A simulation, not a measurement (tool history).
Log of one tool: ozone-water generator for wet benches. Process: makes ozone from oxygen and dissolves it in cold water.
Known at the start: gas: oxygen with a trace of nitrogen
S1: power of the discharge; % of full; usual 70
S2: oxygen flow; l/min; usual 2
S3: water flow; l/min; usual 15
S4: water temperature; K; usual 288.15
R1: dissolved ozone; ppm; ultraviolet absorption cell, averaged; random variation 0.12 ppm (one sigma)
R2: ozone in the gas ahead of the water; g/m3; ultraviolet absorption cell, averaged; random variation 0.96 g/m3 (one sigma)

run   hour  S1  S2  S3      S4    R1     R2
  1      0  70   2  15  288.15  10.3  161.5
  2   25.5  70   2  15  288.15  10.2  163.3
  3   50.4  70   2  15  288.15  10.3  160.6
  4   76.7  70   2  14  288.15    11    160
      83.5  -- contactor cleaned
  5  107.2  70   2  15  288.15   9.8    160
  6  127.7  70   2  12  288.15  12.3  160.1
  7  157.9  70   2  13  288.15  11.4    161

The next listed run, before its measurement:
  8  183.7  70   2  13  288.15   ?   ?

Run 8 gave R1 11.4 ppm, R2 161.8 g/m3.
Without the tool's hidden state the same run would have given R1 13.2 ppm, R2 165.6 g/m3.

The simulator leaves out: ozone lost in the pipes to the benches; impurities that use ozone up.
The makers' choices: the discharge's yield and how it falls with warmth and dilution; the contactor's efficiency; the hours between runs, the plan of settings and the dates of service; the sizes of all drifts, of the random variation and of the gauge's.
